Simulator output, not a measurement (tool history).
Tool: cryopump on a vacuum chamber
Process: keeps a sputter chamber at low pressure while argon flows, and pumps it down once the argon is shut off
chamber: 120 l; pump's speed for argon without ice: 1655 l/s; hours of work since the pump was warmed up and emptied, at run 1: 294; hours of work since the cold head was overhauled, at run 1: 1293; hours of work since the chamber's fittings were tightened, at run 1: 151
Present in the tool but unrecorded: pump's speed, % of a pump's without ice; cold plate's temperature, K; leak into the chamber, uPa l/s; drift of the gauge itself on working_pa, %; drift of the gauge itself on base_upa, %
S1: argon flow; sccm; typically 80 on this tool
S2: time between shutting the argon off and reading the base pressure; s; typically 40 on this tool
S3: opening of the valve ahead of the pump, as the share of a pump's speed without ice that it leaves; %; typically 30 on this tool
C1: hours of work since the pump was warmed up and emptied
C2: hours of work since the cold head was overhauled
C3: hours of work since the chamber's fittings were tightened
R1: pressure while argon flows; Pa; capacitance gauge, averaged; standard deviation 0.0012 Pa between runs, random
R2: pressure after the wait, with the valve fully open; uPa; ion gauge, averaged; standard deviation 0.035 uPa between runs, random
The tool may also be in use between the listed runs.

run,hour,S1,S2,S3,C1,C2,C3,R1,R2
1,0,80,40,30,294,1293,151,0.2824,2.07
2,62.5,80,40,30,331,1330,188,0.2808,2.11
3,132.7,143,40,30,373,1372,230,0.5043,2.17
4,197.4,80,40,30,411,1410,268,0.2836,2.23
5,267.4,80,40,30,453,1452,310,0.2838,2.27
6,314,80,40,30,480,1479,338,0.283,2.25
7,370.2,80,40,30,514,1513,371,0.2889,2.3
8,418.7,80,43,30,543,1542,400,0.2871,2.25
9,468.6,80,102,30,572,1571,429,0.2895,1.3
10,516.8,80,102,30,601,1600,458,0.292,1.33
11,559.4,80,40,30,626,1625,483,0.2903,2.39
12,603.6,80,40,30,652,1651,509,0.293,2.35
13,662.1,80,40,30,687,1686,544,0.2917,2.42
14,693.9,80,40,30,706,1705,563,0.2929,2.44
15,740.5,80,40,30,734,1733,591,0.2923,2.59
16,796.5,80,40,30,767,1766,624,0.2964,2.6
17,830.1,80,40,30,787,1786,644,0.2979,2.59
18,867.7,64,41,33,809,1808,666,0.22,2.53
19,937.5,93,138,45,850,1849,708,0.242,1.4
20,999.8,41,138,23,887,1886,745,0.1958,1.44
21,1063.3,61,40,30,925,1924,782,0.231,2.78
22,1093,53,40,35,943,1942,800,0.1745,2.71
23,1131.8,53,158,35,966,1965,823,0.1741,1.46
# hour 1151.4: pump warmed up, emptied and cooled again
24,1192.8,36,180,35,25,1998,856,0.1067,1.23
25,1249.8,33,229,23,58,2032,890,0.1478,1.11
26,1311.3,104,229,36,95,2068,926,0.3007,1.17
27,1354.9,83,40,30,121,2094,952,0.2915,2.67
28,1416.8,53,40,31,157,2131,989,0.1796,2.73
29,1459,71,40,17,183,2156,1014,0.4354,2.68
30,1510.8,71,40,17,213,2187,1045,0.4381,2.73
31,1542.9,148,40,30,232,2206,1064,0.519,2.81
32,1610.9,149,67,28,273,2246,1104,0.5583,2.11
33,1662.7,149,67,28,303,2277,1135,0.5662,2.16
34,1713.6,149,123,49,334,2307,1165,0.3316,1.68

Take each entry between the runs: how does the hidden state at the last listed run before it differ from the hidden state at the first listed run after it?
In the gap between runs 23 and 24: pump warmed up, emptied and cooled again (hour 1151.4)
  pump's speed, % of a pump's without ice: 74.6 -> 98.6; cold plate's temperature, K: 13.59 -> 13.62; leak into the chamber, uPa l/s: 1244 -> 1279
  measured minus no-state result, R1: +0.0208 -> +0.0018 Pa; R2: +0.86 -> +0.64 uPa

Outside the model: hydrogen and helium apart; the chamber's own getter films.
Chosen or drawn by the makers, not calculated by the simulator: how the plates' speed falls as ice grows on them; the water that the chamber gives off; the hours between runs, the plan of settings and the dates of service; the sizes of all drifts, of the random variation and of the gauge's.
